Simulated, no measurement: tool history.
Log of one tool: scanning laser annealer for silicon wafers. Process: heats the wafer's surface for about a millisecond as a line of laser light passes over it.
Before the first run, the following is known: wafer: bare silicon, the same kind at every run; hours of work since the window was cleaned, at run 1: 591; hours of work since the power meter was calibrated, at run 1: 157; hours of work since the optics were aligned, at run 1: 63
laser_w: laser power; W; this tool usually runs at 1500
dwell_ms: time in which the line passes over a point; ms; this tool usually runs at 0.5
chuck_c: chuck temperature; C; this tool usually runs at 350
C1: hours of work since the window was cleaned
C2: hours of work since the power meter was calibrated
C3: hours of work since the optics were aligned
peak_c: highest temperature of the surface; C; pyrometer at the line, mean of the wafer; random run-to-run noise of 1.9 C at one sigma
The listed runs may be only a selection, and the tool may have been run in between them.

Run 1, hour 0: usual settings; C1 591; C2 157; C3 63. Result: peak_c 1118 C.
Run 2, hour 11.2: usual settings; C1 596; C2 162; C3 68. Result: peak_c 1119 C.
Run 3, hour 21.7: usual settings; C1 600; C2 166; C3 72. Result: peak_c 1117 C.
Run 4, hour 39.2: usual settings; C1 608; C2 174; C3 80. Result: peak_c 1123 C.
Run 5, hour 56: usual settings but dwell_ms 0.355 ms; C1 615; C2 181; C3 87. Result: peak_c 981 C.
Run 6, hour 67.4: usual settings but dwell_ms 0.355 ms; C1 620; C2 186; C3 92. Result: peak_c 984 C.
At hour 78.5: window over the wafer cleaned.
Run 7, hour 89.2: usual settings but dwell_ms 0.355 ms; C1 5; C2 195; C3 101. Result: peak_c 1019 C.
Run 8, hour 106.3: usual settings but dwell_ms 0.355 ms; C1 12; C2 203; C3 108. Result: peak_c 1016 C.
Run 9, hour 124.3: usual settings but dwell_ms 0.355 ms; C1 20; C2 210; C3 116. Result: peak_c 1015 C.
Run 10, hour 136.1: usual settings but dwell_ms 0.355 ms; C1 25; C2 216; C3 121. Result: peak_c 1018 C.
Run 11, hour 145.5: usual settings but dwell_ms 0.437 ms; C1 29; C2 220; C3 126. Result: peak_c 1100 C.
Run 12, hour 158.9: usual settings but dwell_ms 0.437 ms; C1 35; C2 226; C3 131. Result: peak_c 1097 C.
Run 13, hour 173.4: usual settings but chuck_c 347 C; C1 42; C2 232; C3 138. Result: peak_c 1156 C.
Run 14, hour 184.8: usual settings but chuck_c 347 C; C1 47; C2 237; C3 143. Result: peak_c 1154 C.
Run 15, hour 202: usual settings but chuck_c 335 C; C1 54; C2 244; C3 150. Result: peak_c 1143 C.
Run 16, hour 215.4: usual settings but chuck_c 335 C; C1 60; C2 250; C3 156. Result: peak_c 1141 C.
Run 17, hour 223.7: usual settings but laser_w 1411 W, dwell_ms 0.432 ms, chuck_c 332 C; C1 64; C2 254; C3 160. Result: peak_c 1030 C.
Run 18, hour 234.8: usual settings but laser_w 1432 W, dwell_ms 0.552 ms, chuck_c 336 C; C1 68; C2 259; C3 165. Result: peak_c 1150 C.
Run 19, hour 245.9: usual settings but laser_w 1394 W, dwell_ms 0.561 ms, chuck_c 372 C; C1 73; C2 264; C3 170. Result: peak_c 1175 C.
Run 20, hour 261.4: usual settings but laser_w 1308 W, dwell_ms 0.525 ms, chuck_c 387 C; C1 80; C2 270; C3 176. Result: peak_c 1108 C.
Run 21, hour 275.3: usual settings but laser_w 1638 W, dwell_ms 0.572 ms, chuck_c 347 C; C1 86; C2 277; C3 182. Result: peak_c 1292 C.
Run 22, hour 293.6: usual settings but laser_w 1361 W, dwell_ms 0.379 ms, chuck_c 344 C; C1 94; C2 285; C3 190. Result: peak_c 968 C.
Run 23, hour 308.1: usual settings but laser_w 1335 W, dwell_ms 0.363 ms, chuck_c 322 C; C1 100; C2 291; C3 197. Result: peak_c 921 C.
Run 24, hour 317.3: usual settings but laser_w 1476 W, dwell_ms 0.354 ms, chuck_c 339 C; C1 105; C2 295; C3 201. Result: peak_c 988 C.
Run 25, hour 332.5: usual settings but laser_w 1476 W, dwell_ms 0.354 ms, chuck_c 339 C; C1 111; C2 302; C3 207. Result: peak_c 988 C.
Run 26, hour 352.4: usual settings but laser_w 1642 W, dwell_ms 0.523 ms; C1 120; C2 310; C3 216. Result: peak_c 1250 C.
Run 27, hour 362.6: usual settings but laser_w 1642 W, dwell_ms 0.404 ms; C1 124; C2 315; C3 221. Result: peak_c 1126 C.

3 ways to go on from here, each from the tool as it stands after run 27. What would each give?
Run A, hour 374.1: usual settings but laser_w 1633 W, dwell_ms 0.413 ms; C1 129; C2 320; C3 226. Result: peak_c ?.
Run B, hour 374.1: usual settings but laser_w 1287 W, dwell_ms 0.404 ms; C1 129; C2 320; C3 226. Result: peak_c ?.
Run C, hour 374.1: usual settings but laser_w 1279 W; C1 129; C2 320; C3 226. Result: peak_c ?.

run  peak_c
  A    1133
  B     958
  C    1035
Stripped of hidden state, with their random variation kept, the same runs would have yielded:
run  peak_c
  A    1141
  B     964
  C    1042
